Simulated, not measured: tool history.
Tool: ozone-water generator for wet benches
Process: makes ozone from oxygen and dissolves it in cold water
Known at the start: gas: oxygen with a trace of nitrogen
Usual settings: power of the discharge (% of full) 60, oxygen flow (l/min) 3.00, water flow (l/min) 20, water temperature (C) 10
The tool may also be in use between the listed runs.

run,hour,power of the discharge (% of full),oxygen flow (l/min),water flow (l/min),water temperature (C),dissolved ozone (ppm),ozone in the gas ahead of the water (g/m3)
1,0.0,60,3.00,20,10,10.5,131.7
2,70.2,60,3.00,20,10,10.6,132.2
3,124.6,60,3.00,20,10,10.7,132.5
4,180.6,60,3.00,20,10,10.6,131.2
5,244.4,60,3.00,20,10,10.7,130.9
6,307.8,60,3.00,20,10,10.8,132.5
7,370.1,41,3.00,20,10,7.6,93.3
8,436.0,41,3.00,20,10,7.6,93.6
9,509.4,41,3.00,20,10,7.6,91.9
10,576.0,60,3.00,20,10,10.7,131.2
11,609.9,60,2.54,20,10,10.5,146.3
12,666.3,60,2.54,20,10,10.5,146.9
13,731.9,60,3.00,32,10,6.5,133.3
14,798.8,60,3.00,20,10,10.7,132.3
15,847.5,60,3.00,20,10,10.6,132.0
16,906.6,60,3.00,20,10,10.7,132.0
17,943.7,60,4.59,20,7,11.1,101.6
18,1008.2,60,4.59,20,7,11.5,100.3
19,1082.2,60,3.69,15,10,14.2,115.1
20,1155.9,65,3.69,20,10,11.4,126.1
21,1229.1,78,2.37,15,8,17.8,197.0
# hour 1260.2: water thermometer calibrated
22,1265.6,60,3.21,20,8,11.0,127.4
23,1331.8,60,3.00,20,6,11.1,130.6
24,1403.4,72,3.00,20,5,13.2,154.4
25,1449.7,82,2.17,28,8,9.7,216.5
26,1483.1,88,1.77,20,8,14.3,266.3
27,1541.0,90,2.81,21,9,14.8,199.3
28,1598.3,97,2.45,18,10,18.2,234.4
29,1650.4,73,1.62,24,15,9.5,235.0
30,1710.8,70,1.89,27,10,8.5,205.4
31,1765.3,61,5.17,20,10,11.0,94.2

Forecast each of these 5 alternatives for the next run:
A,1814.1,61,2.40,22,10,?,?
B,1814.1,61,5.17,14,10,?,?
C,1814.1,61,2.62,20,10,?,?
D,1814.1,92,5.17,20,10,?,?
E,1814.1,73,1.67,20,8,?,?

run,dissolved ozone (ppm),ozone in the gas ahead of the water (g/m3)
A,9.4,155.0
B,14.7,93.5
C,10.6,146.0
D,16.1,137.9
E,12.1,231.8
Without the tool's hidden state the same runs would have given:
run,dissolved ozone (ppm),ozone in the gas ahead of the water (g/m3)
A,9.5,155.1
B,14.7,93.6
C,10.6,146.1
D,16.1,138.0
E,12.1,232.0

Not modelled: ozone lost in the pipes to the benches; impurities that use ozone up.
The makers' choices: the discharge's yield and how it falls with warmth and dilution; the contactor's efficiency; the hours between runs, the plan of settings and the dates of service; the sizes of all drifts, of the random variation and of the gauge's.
